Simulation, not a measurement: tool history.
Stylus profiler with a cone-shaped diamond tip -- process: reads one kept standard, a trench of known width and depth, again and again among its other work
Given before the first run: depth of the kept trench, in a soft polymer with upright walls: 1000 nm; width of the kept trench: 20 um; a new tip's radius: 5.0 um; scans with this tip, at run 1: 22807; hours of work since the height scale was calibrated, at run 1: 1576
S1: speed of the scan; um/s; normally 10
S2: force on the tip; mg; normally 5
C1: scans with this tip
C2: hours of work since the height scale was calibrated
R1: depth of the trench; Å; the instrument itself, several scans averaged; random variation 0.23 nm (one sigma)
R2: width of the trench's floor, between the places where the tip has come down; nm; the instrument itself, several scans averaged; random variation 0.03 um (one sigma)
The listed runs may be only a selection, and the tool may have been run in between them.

| run | hour | S1 | S2 | C1 | C2 | R1 | R2 |
|---|---|---|---|---|---|---|---|
| 1 | 0 | 10 | 5 | 22807 | 1576 | 10185.2 | 9750 |
| 2 | 13.7 | 10 | 5 | 22901 | 1582 | 10185.7 | 9750 |
| 3 | 32.6 | 10 | 5 | 23030 | 1591 | 10187.6 | 9700 |
| 4 | 45.9 | 10 | 9.75 | 23122 | 1597 | 10260.2 | 9640 |
| 5 | 64.4 | 10 | 5 | 23248 | 1606 | 10186.9 | 9640 |
| 6 | 82 | 9 | 5 | 23368 | 1614 | 10186.5 | 9620 |
| 7 | 108.5 | 9 | 4.47 | 23550 | 1627 | 10179.2 | 9630 |
| 8 | 132.2 | 10 | 5 | 23713 | 1638 | 10191.8 | 9580 |
| 9 | 148.9 | 10 | 5 | 23827 | 1646 | 10184.6 | 9520 |
| 10 | 173.9 | 10 | 5 | 23998 | 1658 | 10186.3 | 9540 |
| 11 | 187.3 | 10 | 5 | 24090 | 1664 | 10189.6 | 9470 |
| 12 | 205.4 | 10 | 2.46 | 24214 | 1673 | 10144.3 | 9490 |
| 13 | 224.8 | 10 | 5 | 24347 | 1682 | 10191.5 | 9460 |
| 14 | 240.6 | 10 | 5 | 24455 | 1689 | 10192.5 | 9400 |
| 15 | 264.6 | 4 | 5 | 24619 | 1701 | 10190.2 | 9450 |
| 16 | 292.1 | 10 | 5 | 24808 | 1714 | 10191 | 9380 |
| 17 | 314.7 | 25 | 5 | 24963 | 1724 | 10190.6 | 9360 |
| 18 | 343.3 | 2 | 5 | 25159 | 1738 | 10192.5 | 9300 |
| 19 | 366.9 | 2 | 5 | 25320 | 1749 | 10197.2 | 9360 |
|  | 389.8 | new tip fitted, height scale calibrated |
| 20 | 396.6 | 2 | 5 | 47 | 3 | 10128.4 | 14000 |
| 21 | 412.9 | 3 | 2.56 | 158 | 11 | 10080.6 | 13980 |
| 22 | 439 | 9 | 14.66 | 337 | 23 | 10265.5 | 13970 |
|  | 442.1 | height scale calibrated on a step standard |
| 23 | 465.8 | 18 | 3.47 | 517 | 11 | 10100.2 | 13890 |
| 24 | 487.7 | 10 | 2.34 | 667 | 22 | 10080.2 | 13850 |
| 25 | 502.6 | 10 | 2.34 | 769 | 29 | 10078 | 13870 |
| 26 | 517 | 31 | 3.02 | 868 | 35 | 10092.7 | 13800 |
| 27 | 536.1 | 31 | 3.02 | 999 | 44 | 10090.2 | 13700 |
| 28 | 555 | 13 | 2.1 | 1128 | 53 | 10072.7 | 13730 |
| 29 | 569.2 | 15 | 5.18 | 1226 | 60 | 10136 | 13720 |
| 30 | 582.1 | 23 | 5.55 | 1314 | 66 | 10143.5 | 13670 |
|  | 585.1 | height scale calibrated on a step standard, once more |
| 31 | 605.6 | 27 | 5.36 | 1471 | 10 | 10133.6 | 13600 |
| 32 | 620.6 | 20 | 3.35 | 1574 | 17 | 10096.3 | 13630 |
| 33 | 648.9 | 20 | 3.35 | 1768 | 30 | 10093.5 | 13610 |
| 34 | 668.2 | 33 | 2.96 | 1901 | 39 | 10094.2 | 13530 |
| 35 | 690.6 | 7 | 5.4 | 2054 | 50 | 10135.9 | 13540 |
| 36 | 703.1 | 10 | 7.03 | 2139 | 56 | 10160.7 | 13550 |
| 37 | 730.9 | 10 | 6.34 | 2330 | 69 | 10153.5 | 13510 |
| 38 | 744.9 | 15 | 10.51 | 2425 | 76 | 10217.9 | 13480 |
| 39 | 758.5 | 8 | 9 | 2519 | 82 | 10195.5 | 13380 |

Predict each of these 5 candidate next runs independently; none follows another, all start after run 39:
| A | 784.1 | 8 | 5.38 | 2694 | 94 | ? | ? |
| B | 784.1 | 16 | 9 | 2694 | 94 | ? | ? |
| C | 784.1 | 12 | 12.75 | 2694 | 94 | ? | ? |
| D | 784.1 | 2 | 11.89 | 2694 | 94 | ? | ? |
| E | 784.1 | 3 | 3.42 | 2694 | 94 | ? | ? |

| run | R1 | R2 |
|---|---|---|
| A | 10133.7 | 13420 |
| B | 10194.1 | 13410 |
| C | 10245.7 | 13420 |
| D | 10229.5 | 13470 |
| E | 10100.4 | 13370 |
What these runs would have given with no unlogged condition in the tool:
| run | R1 | R2 |
|---|---|---|
| A | 10133.5 | 14010 |
| B | 10193.9 | 14000 |
| C | 10245.5 | 14010 |
| D | 10229.3 | 14060 |
| E | 10100.1 | 13960 |

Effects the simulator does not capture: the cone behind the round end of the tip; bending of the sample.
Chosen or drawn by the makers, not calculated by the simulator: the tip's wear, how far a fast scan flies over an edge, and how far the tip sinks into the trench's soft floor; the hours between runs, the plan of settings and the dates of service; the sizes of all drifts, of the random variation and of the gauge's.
